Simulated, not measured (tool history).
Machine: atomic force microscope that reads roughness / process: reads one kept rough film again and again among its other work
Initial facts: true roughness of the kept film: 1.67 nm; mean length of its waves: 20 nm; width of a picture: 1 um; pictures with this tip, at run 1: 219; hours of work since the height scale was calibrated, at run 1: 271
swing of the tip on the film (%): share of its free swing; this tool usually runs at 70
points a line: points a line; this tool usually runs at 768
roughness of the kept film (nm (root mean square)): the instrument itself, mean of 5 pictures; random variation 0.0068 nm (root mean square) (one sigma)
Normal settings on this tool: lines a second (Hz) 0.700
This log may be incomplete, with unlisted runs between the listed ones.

run,hour,lines a second (Hz),swing of the tip on the film (%),points a line,pictures with this tip,hours of work since the height scale was calibrated,roughness of the kept film (nm (root mean square))
1,0.0,0.700,70,768,219,271,1.025
2,11.4,0.700,70,768,238,279,1.005
3,18.8,0.700,70,768,251,284,0.982
4,30.0,0.700,70,768,270,292,0.971
5,36.0,0.700,70,768,280,296,0.963
6,45.6,0.700,70,768,296,303,0.944
7,51.8,0.700,70,997,307,308,0.940
8,61.6,0.700,70,997,324,315,0.925
9,70.1,0.700,70,997,338,321,0.908
10,81.7,0.700,70,768,358,329,0.897
11,89.9,0.700,70,768,372,335,0.889
12,96.6,0.700,70,768,383,340,0.862
13,102.1,0.700,70,768,392,343,0.862
# hour 106.0: new tip fitted
14,113.5,0.700,70,768,13,351,1.339
15,120.1,0.700,70,768,24,356,1.312
16,127.2,0.700,70,768,36,361,1.285
17,137.2,0.700,70,907,53,368,1.260
18,145.0,0.700,70,907,66,374,1.232
19,155.8,0.700,70,768,85,381,1.211
20,163.5,0.700,70,768,98,387,1.196
21,176.1,0.700,70,768,119,396,1.170
22,187.2,0.700,70,768,138,404,1.146
23,196.8,0.700,70,768,154,410,1.125
24,207.3,0.700,70,768,172,418,1.100
25,213.5,0.700,83,768,183,422,1.043
26,222.3,0.700,70,768,198,429,1.063
27,234.6,0.700,70,768,218,437,1.042
28,241.9,3.770,63,804,231,442,0.929
29,249.8,3.695,69,261,244,448,0.835
30,260.2,3.695,69,261,262,456,0.828
31,270.3,0.700,61,768,279,463,0.980
32,283.2,3.643,73,859,301,472,0.792
33,290.5,2.417,66,906,313,477,0.891
34,297.1,0.700,88,768,325,482,0.871
35,302.9,0.700,88,768,334,486,0.871
36,308.7,0.645,86,286,344,490,0.853
37,318.3,0.700,62,768,361,497,0.920
38,328.4,0.700,62,768,378,504,0.894
39,338.8,1.021,85,475,395,511,0.791
# hour 341.3: new tip fitted
40,347.1,1.021,85,475,10,517,1.238
41,355.0,1.336,59,1021,23,523,1.334
42,361.2,1.038,84,1009,34,527,1.209
43,367.9,3.002,71,383,45,532,1.108
44,376.1,0.547,63,593,59,538,1.294
45,384.3,3.039,63,379,73,543,1.137
46,389.6,1.196,76,768,82,547,1.168
47,397.1,0.757,59,451,95,552,1.236
48,409.0,0.757,59,451,115,561,1.184
49,418.9,3.491,78,303,132,568,0.892
50,430.5,1.155,70,768,151,576,1.103
51,443.2,2.714,58,392,173,585,1.065
52,454.4,1.694,75,692,192,593,0.983
53,465.5,1.694,70,575,211,601,0.998

For each entry between runs, how does the tool's hidden state at the last listed run before it compare with that at the first listed run after it?
Run 13 -> run 14: new tip fitted (hour 106.0)
  radius of the tip, nm: 51.6 -> 12.1; height scale over the true one, %: 0.47 -> 0.48
  measured minus no-state result, roughness of the kept film (nm (root mean square)): -0.501 -> -0.033
Run 39 -> run 40: new tip fitted (hour 341.3)
  radius of the tip, nm: 50.7 -> 11; height scale over the true one, %: 0.65 -> 0.66
  measured minus no-state result, roughness of the kept film (nm (root mean square)): -0.450 -> -0.009
